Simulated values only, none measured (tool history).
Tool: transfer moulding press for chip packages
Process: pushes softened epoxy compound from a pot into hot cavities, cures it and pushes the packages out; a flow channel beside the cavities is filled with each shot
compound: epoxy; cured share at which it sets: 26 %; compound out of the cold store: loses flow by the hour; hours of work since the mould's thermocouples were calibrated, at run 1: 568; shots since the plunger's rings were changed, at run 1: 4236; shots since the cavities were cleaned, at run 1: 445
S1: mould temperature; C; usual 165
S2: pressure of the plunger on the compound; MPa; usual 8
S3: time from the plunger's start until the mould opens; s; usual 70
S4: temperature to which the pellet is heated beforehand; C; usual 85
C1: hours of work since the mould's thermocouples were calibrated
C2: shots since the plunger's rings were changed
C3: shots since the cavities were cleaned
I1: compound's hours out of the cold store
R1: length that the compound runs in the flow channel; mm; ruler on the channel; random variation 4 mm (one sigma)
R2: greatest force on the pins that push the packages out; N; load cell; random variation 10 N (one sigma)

run,hour,S1,S2,S3,S4,C1,C2,C3,I1,R1,R2
1,0,165,8,70,85,568,4236,445,33,593,456
# hour 20: cavities cleaned with cleaning compound and waxed
2,24.9,165,8,70,85,585,4691,95,32.5,592,473
# hour 35.9: plunger's sealing rings changed
3,53,165,8,70,84,604,333,595,30.9,604,440
# hour 64.4: cavities cleaned with cleaning compound and waxed
4,80,165,8,70,78,622,830,305,36.3,598,476
# hour 105.2: cavities cleaned with cleaning compound and waxed
5,110.8,165,8,110,85,644,1399,108,11.5,643,350
6,127.2,165,8,54,85,656,1719,428,30.1,609,896
# hour 146.1: cavities cleaned with cleaning compound and waxed
7,149.8,165,8.09,70,77,671,2129,71,22.2,629,469
# hour 187.2: cavities cleaned with cleaning compound and waxed
8,187.2,165,8,70,88,697,2828,0,29.4,605,457
9,218.3,166,8.36,53,85,719,3433,605,14.5,642,955
# hour 230.4: cavities cleaned with cleaning compound and waxed
10,245.2,159,8,70,85,738,3930,290,19.1,634,737
# hour 271.6: cavities cleaned with cleaning compound and waxed
11,279.5,172,8.14,70,76,762,4566,153,33.7,586,373

3 ways to go on from here, each from the tool as it stands after run 11. What would each give?
# hour 297.3: plunger's sealing rings changed
A,302.6,164,6.15,70,85,777,103,555,25.3,?,?
# hour 297.3: plunger's sealing rings changed
B,302.6,172,6.27,50,83,777,103,555,38.5,?,?
# hour 297.3: plunger's sealing rings changed
C,302.6,164,7.49,70,95,777,103,555,23.5,?,?

run,R1,R2
A,537,485
B,505,695
C,598,465
Without the tool's hidden state the same runs would have given:
run,R1,R2
A,537,481
B,505,688
C,598,461
